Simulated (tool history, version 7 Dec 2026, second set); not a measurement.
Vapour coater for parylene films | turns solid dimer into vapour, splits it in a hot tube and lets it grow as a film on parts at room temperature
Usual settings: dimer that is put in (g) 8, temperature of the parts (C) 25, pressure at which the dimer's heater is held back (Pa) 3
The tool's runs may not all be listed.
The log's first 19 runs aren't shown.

run,hour,dimer that is put in (g),temperature of the parts (C),pressure at which the dimer's heater is held back (Pa),thickness of the film (um)
20,228,8,25,5.47,4.14
21,237.4,8,25,5.47,4.16
22,253,8,25,3.5,4.52
23,266.3,8,25,3.5,4.52
24,281.6,5,33,7.92,1.74
25,293.6,5,32,3.7,2.08
26,300.4,4,34,9.95,1.28
27,315.1,8,33,3,3.25
28,327.7,4,23,3,2.51
29,339.6,3,25,4.41,1.59
30,354.6,3,25,4.41,1.57
31,369.9,3,25,4.41,1.61
32,378.3,4,23,2.05,2.66
33,391.8,6,25,3,3.4
34,406.6,6,25,10.67,2.7
35,418.7,6,25,10.67,2.71
36,434.2,11,25,9.61,4.99
37,448.1,11,25,9.61,5.03
38,461.2,5,25,9.61,2.29

Forecast each of these 3 alternatives for the next run:
# hour 466.6: trap's valve overhauled
A,480.5,3,25,11.5,?
# hour 466.6: trap's valve overhauled
B,480.5,7,23,9.61,?
# hour 466.6: trap's valve overhauled
C,480.5,8,19,3.6,?

run,thickness of the film (um)
A,1.43
B,3.81
C,6.05
Without the tool's hidden state the same runs would have given:
run,thickness of the film (um)
A,1.49
B,3.98
C,6.32
